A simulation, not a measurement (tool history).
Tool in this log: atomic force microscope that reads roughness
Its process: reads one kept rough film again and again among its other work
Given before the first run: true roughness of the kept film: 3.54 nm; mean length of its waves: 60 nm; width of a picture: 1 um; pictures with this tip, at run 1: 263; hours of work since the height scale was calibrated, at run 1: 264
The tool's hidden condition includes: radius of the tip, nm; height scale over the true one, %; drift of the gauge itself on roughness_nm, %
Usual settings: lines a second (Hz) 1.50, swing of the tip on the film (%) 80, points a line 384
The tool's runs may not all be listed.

run	day	lines a second (Hz)	swing of the tip on the film (%)	points a line	pictures with this tip	hours of work since the height scale was calibrated	roughness of the kept film (nm (root mean square))
1	0.000	1.50	80	384	263	264	2.887
2	0.546	0.71	80	384	283	273	3.090
3	0.946	0.71	80	384	298	279	3.073
4	1.379	1.50	76	384	314	285	2.935
# day 2.200: new tip fitted
5	2.200	1.50	76	384	0	297	3.082
6	2.612	1.21	76	384	15	303	3.176
7	3.000	1.50	80	384	29	309	3.014
# day 3.117: height scale calibrated on a step standard
8	3.692	1.50	80	384	53	9	3.015
9	4.279	1.50	80	384	75	17	3.003
10	5.079	1.50	80	384	105	29	2.944
11	5.575	0.84	75	384	123	37	3.201
12	6.242	0.84	75	384	148	47	3.180
13	7.188	0.96	75	384	183	61	3.124
14	7.983	1.07	70	384	212	73	3.145
# day 8.646: height scale calibrated on a step standard, once more
15	8.671	1.07	70	394	236	0	3.126
16	9.100	2.79	72	529	252	7	2.804
17	9.792	2.79	72	529	278	17	2.778
18	10.650	0.57	67	265	309	30	3.134
19	11.512	1.38	73	630	341	43	2.960
# day 11.612: new tip fitted
20	12.188	1.42	79	439	22	53	3.068

3 options for the next run, each taken on its own from the tool as it stands now. Forecast them:
A	12.942	1.42	61	365	49	64	?
B	12.942	1.42	79	987	49	64	?
C	12.942	1.50	80	704	49	64	?

run	roughness of the kept film (nm (root mean square))
A	3.269
B	3.043
C	2.995
Had the tool no hidden state, the same runs would have come out as:
run	roughness of the kept film (nm (root mean square))
A	3.305
B	3.077
C	3.029

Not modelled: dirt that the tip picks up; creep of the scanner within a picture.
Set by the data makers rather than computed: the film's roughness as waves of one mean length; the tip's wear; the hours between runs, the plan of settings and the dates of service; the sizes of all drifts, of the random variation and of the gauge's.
